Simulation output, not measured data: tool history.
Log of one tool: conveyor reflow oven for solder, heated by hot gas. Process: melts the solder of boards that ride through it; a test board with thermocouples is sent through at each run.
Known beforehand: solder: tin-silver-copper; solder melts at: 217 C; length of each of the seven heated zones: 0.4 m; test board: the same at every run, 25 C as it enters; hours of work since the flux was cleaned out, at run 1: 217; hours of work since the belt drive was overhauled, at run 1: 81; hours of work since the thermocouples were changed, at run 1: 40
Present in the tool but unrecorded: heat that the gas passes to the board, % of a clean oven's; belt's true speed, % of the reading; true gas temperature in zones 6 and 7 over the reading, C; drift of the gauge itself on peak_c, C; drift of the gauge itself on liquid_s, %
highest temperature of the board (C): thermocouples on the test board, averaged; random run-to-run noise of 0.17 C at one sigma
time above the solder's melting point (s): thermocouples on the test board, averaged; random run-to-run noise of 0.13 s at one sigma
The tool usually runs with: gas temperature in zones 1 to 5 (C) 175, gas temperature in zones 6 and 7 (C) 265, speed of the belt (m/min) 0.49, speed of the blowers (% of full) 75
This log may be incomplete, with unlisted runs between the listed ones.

run	hour	gas temperature in zones 1 to 5 (C)	gas temperature in zones 6 and 7 (C)	speed of the belt (m/min)	speed of the blowers (% of full)	hours of work since the flux was cleaned out	hours of work since the belt drive was overhauled	hours of work since the thermocouples were changed	highest temperature of the board (C)	time above the solder's melting point (s)
1	0	175	265	0.49	75	217	81	40	252.6	75.1
2	20.9	175	265	0.49	75	232	95	55	252.4	74.9
3	45.2	175	265	0.49	75	248	111	71	252.4	74.8
4	67.3	175	265	0.49	75	263	126	86	252.3	75
5	104.3	175	259	0.49	75	288	151	111	246.7	69.7
6	142	166	265	0.49	75	314	177	137	250.5	69.5
7	167.3	166	265	0.49	75	331	194	154	250.3	69.2
8	211.3	175	254	0.49	75	361	224	184	241.5	64.6
9	244.2	175	254	0.49	75	383	247	206	241.5	63.9
# hour 273.3: flux residue cleaned out of gas plates and filters
10	282.9	175	254	0.49	75	7	270	229	242.9	67.3
11	317.3	175	254	0.49	75	30	293	253	243.2	67.2
12	344.2	175	254	0.49	75	48	311	271	243	66.9
13	372.2	175	265	0.49	75	67	330	290	252.7	76.3
14	406.4	175	265	0.49	75	91	354	313	252.6	76
15	434.3	175	265	0.49	75	109	372	332	252.4	75.6
16	465.5	175	265	0.49	75	131	394	354	252.5	75.7
17	497.5	175	265	0.49	75	152	415	375	251.9	75.7
18	541.7	187	265	0.556	83	183	446	405	252.2	71.3
19	571.6	187	265	0.556	83	203	466	426	251.8	71.3
20	613.2	164	265	0.556	83	231	494	454	248.1	57.9
21	639.5	184	266	0.458	59	249	512	472	252.2	85
22	661.5	179	258	0.49	75	264	527	487	245.9	71.6
23	680.7	179	258	0.49	75	277	540	500	245.8	71.7
24	715.2	161	270	0.434	55	301	564	523	252.4	77.8
25	737.6	173	273	0.49	75	316	579	539	258.1	79
26	772.6	178	265	0.49	75	340	603	562	251.2	76.4
27	804.8	167	265	0.491	75	361	624	584	249.6	69.3
28	830.7	179	268	0.552	53	379	642	602	244.3	57.7
# hour 864.4: flux residue cleaned out of gas plates and filters
29	875.7	179	268	0.588	53	8	669	629	244.1	54
30	921	175	265	0.527	75	38	700	660	250.8	69.3
31	948.8	182	261	0.49	75	57	719	679	250	78.2

How the hidden state differs across the entries between the runs, from the last listed run before each to the first after it:
From run 9 to run 10: flux residue cleaned out of gas plates and filters (hour 273.3)
  heat that the gas passes to the board, % of a clean oven's: 90.3 -> 98.6; belt's true speed, % of the reading: 99.44 -> 99.4; true gas temperature in zones 6 and 7 over the reading, C: -0.43 -> -0.47
  difference, measured minus the result without the unlogged condition, highest temperature of the board (C): -2.2 -> -0.6; time above the solder's melting point (s): -3.4 -> -0.2
From run 28 to run 29: flux residue cleaned out of gas plates and filters (hour 864.4)
  heat that the gas passes to the board, % of a clean oven's: 89.3 -> 99.6; belt's true speed, % of the reading: 98.59 -> 98.53; true gas temperature in zones 6 and 7 over the reading, C: -1.05 -> -1.09
  difference, measured minus the result without the unlogged condition, highest temperature of the board (C): -2.8 -> -0.4; time above the solder's melting point (s): -2.8 -> +0.6
